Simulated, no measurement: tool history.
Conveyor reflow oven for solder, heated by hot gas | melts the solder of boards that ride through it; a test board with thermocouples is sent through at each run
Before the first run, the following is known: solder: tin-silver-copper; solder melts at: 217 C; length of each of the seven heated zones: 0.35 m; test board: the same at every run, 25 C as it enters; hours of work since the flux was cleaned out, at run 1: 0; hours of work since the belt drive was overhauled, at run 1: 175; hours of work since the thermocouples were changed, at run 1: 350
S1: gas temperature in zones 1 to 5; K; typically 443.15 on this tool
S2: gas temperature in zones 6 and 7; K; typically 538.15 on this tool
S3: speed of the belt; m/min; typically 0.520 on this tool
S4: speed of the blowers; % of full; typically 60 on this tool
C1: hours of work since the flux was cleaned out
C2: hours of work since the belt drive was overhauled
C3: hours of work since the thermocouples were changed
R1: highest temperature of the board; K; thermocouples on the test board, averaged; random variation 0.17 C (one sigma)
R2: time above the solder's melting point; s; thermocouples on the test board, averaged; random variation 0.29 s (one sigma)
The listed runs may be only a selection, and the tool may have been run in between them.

{"run": 1, "hour": 0.0, "S1": 443.15, "S2": 538.15, "S3": 0.52, "S4": 60, "C1": 0, "C2": 175, "C3": 350, "R1": 522.65, "R2": 56.7}
{"run": 2, "hour": 10.1, "S1": 443.15, "S2": 538.15, "S3": 0.52, "S4": 60, "C1": 6, "C2": 181, "C3": 356, "R1": 522.55, "R2": 56.9}
{"run": 3, "hour": 19.3, "S1": 443.15, "S2": 538.15, "S3": 0.52, "S4": 60, "C1": 11, "C2": 186, "C3": 361, "R1": 522.65, "R2": 56.8}
{"run": 4, "hour": 25.4, "S1": 443.15, "S2": 538.15, "S3": 0.52, "S4": 60, "C1": 15, "C2": 190, "C3": 365, "R1": 522.75, "R2": 57.1}
{"run": 5, "hour": 31.9, "S1": 443.15, "S2": 538.15, "S3": 0.52, "S4": 60, "C1": 19, "C2": 194, "C3": 369, "R1": 522.45, "R2": 57.2}
{"run": 6, "hour": 42.8, "S1": 443.15, "S2": 538.15, "S3": 0.52, "S4": 60, "C1": 25, "C2": 200, "C3": 375, "R1": 522.65, "R2": 57.1}
{"run": 7, "hour": 53.7, "S1": 450.15, "S2": 538.15, "S3": 0.52, "S4": 60, "C1": 32, "C2": 207, "C3": 382, "R1": 524.15, "R2": 61.0}
{"run": 8, "hour": 60.7, "S1": 443.15, "S2": 538.15, "S3": 0.52, "S4": 60, "C1": 36, "C2": 211, "C3": 386, "R1": 522.85, "R2": 56.7}
{"run": 9, "hour": 65.6, "S1": 443.15, "S2": 538.15, "S3": 0.52, "S4": 60, "C1": 39, "C2": 214, "C3": 389, "R1": 522.85, "R2": 57.1}
{"run": 10, "hour": 70.7, "S1": 443.15, "S2": 538.15, "S3": 0.52, "S4": 60, "C1": 42, "C2": 217, "C3": 392, "R1": 522.55, "R2": 56.9}
{"run": 11, "hour": 75.5, "S1": 443.15, "S2": 538.15, "S3": 0.52, "S4": 60, "C1": 45, "C2": 220, "C3": 395, "R1": 522.25, "R2": 56.8}
{"run": 12, "hour": 84.5, "S1": 443.15, "S2": 538.15, "S3": 0.516, "S4": 60, "C1": 50, "C2": 225, "C3": 400, "R1": 522.55, "R2": 57.5}
{"run": 13, "hour": 93.4, "S1": 443.15, "S2": 538.15, "S3": 0.516, "S4": 60, "C1": 56, "C2": 231, "C3": 405, "R1": 522.85, "R2": 57.4}
{"run": 14, "hour": 103.3, "S1": 443.15, "S2": 538.15, "S3": 0.516, "S4": 60, "C1": 62, "C2": 236, "C3": 411, "R1": 522.95, "R2": 57.5}
{"run": 15, "hour": 113.3, "S1": 443.15, "S2": 538.15, "S3": 0.52, "S4": 60, "C1": 67, "C2": 242, "C3": 417, "R1": 522.65, "R2": 56.8}
{"run": 16, "hour": 123.9, "S1": 443.15, "S2": 538.15, "S3": 0.52, "S4": 60, "C1": 74, "C2": 249, "C3": 423, "R1": 523.05, "R2": 57.1}
{"run": 17, "hour": 131.2, "S1": 455.15, "S2": 538.15, "S3": 0.432, "S4": 90, "C1": 78, "C2": 253, "C3": 428, "R1": 532.45, "R2": 85.5}

What does the tool deliver on the next run?
{"run": 18, "hour": 136.0, "S1": 445.15, "S2": 546.15, "S3": 0.52, "S4": 72, "C1": 81, "C2": 256, "C3": 431, "R1": "?", "R2": "?"}

R1: 532.25 K
R2: 65.0 s
On a tool with no hidden condition, and with the same random variation, this run would have come out at R1 531.75 K, R2 64.6 s.

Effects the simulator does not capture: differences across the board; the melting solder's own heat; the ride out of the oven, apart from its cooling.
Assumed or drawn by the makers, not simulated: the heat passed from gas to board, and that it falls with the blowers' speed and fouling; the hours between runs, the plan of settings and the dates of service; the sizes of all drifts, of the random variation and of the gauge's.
